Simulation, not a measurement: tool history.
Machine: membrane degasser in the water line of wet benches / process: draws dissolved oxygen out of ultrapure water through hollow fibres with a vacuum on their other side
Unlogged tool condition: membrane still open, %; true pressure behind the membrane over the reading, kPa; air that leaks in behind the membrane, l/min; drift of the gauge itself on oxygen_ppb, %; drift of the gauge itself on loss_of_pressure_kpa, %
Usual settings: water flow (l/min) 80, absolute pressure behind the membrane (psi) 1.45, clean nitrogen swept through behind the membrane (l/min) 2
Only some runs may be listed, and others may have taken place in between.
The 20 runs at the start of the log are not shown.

| run | hour | water flow (l/min) | absolute pressure behind the membrane (psi) | clean nitrogen swept through behind the membrane (l/min) | hours since the membrane was changed | hours since the vacuum gauge was calibrated | hours since the vacuum lines were made tight | dissolved oxygen in the water behind the degasser (ppb) | pressure that the water loses in the fibres (psi) |
|---|---|---|---|---|---|---|---|---|---|
| 21 | 4834.2 | 115 | 1.25 | 1.41 | 13272 | 2967 | 7593 | 1022.8 | 13.671 |
| 22 | 5016.9 | 56 | 1.45 | 2 | 13455 | 3150 | 7776 | 486.4 | 6.689 |
| 23 | 5175 | 99 | 0.99 | 0.87 | 13613 | 3308 | 7934 | 861.1 | 11.842 |
|  | 5426.5 | seals of the vacuum lines changed |
| 24 | 5462.1 | 99 | 0.99 | 0.87 | 13898 | 3593 | 36 | 862.9 | 11.781 |
| 25 | 5651.7 | 91 | 1.51 | 1.22 | 14088 | 3782 | 225 | 1086.1 | 10.869 |
| 26 | 5937.1 | 72 | 2.93 | 0.9 | 14373 | 4068 | 511 | 2026.7 | 8.573 |
| 27 | 6129.5 | 80 | 1.45 | 0.92 | 14566 | 4260 | 703 | 1087.1 | 9.575 |
| 28 | 6355.9 | 80 | 1.45 | 0.92 | 14792 | 4487 | 929 | 1091.1 | 9.567 |
| 29 | 6612.6 | 80 | 1.45 | 0.92 | 15049 | 4743 | 1186 | 1095.1 | 9.599 |
| 30 | 6851 | 80 | 1.45 | 0.92 | 15287 | 4982 | 1425 | 1092.7 | 9.628 |
| 31 | 7088.4 | 54 | 2.51 | 5 | 15524 | 5219 | 1662 | 440.8 | 6.456 |

Predict each of these 5 candidate next runs independently; none follows another, all start after run 31:
| A | 7219.4 | 54 | 3.36 | 5 | 15655 | 5350 | 1793 | ? | ? |
| B | 7219.4 | 51 | 1.2 | 3 | 15655 | 5350 | 1793 | ? | ? |
| C | 7219.4 | 66 | 2.51 | 5 | 15655 | 5350 | 1793 | ? | ? |
| D | 7219.4 | 64 | 3.21 | 5 | 15655 | 5350 | 1793 | ? | ? |
| E | 7219.4 | 54 | 2.51 | 5.05 | 15655 | 5350 | 1793 | ? | ? |

| run | dissolved oxygen in the water behind the degasser (ppb) | pressure that the water loses in the fibres (psi) |
|---|---|---|
| A | 572.6 | 6.495 |
| B | 283.8 | 6.112 |
| C | 550.8 | 7.922 |
| D | 653.8 | 7.704 |
| E | 437.3 | 6.499 |
With the hidden condition removed and each run's random variation left untouched, the same runs would have given:
| run | dissolved oxygen in the water behind the degasser (ppb) | pressure that the water loses in the fibres (psi) |
|---|---|---|
| A | 547.6 | 6.17 |
| B | 255.5 | 5.806 |
| C | 517.1 | 7.525 |
| D | 622.5 | 7.319 |
| E | 411.6 | 6.174 |

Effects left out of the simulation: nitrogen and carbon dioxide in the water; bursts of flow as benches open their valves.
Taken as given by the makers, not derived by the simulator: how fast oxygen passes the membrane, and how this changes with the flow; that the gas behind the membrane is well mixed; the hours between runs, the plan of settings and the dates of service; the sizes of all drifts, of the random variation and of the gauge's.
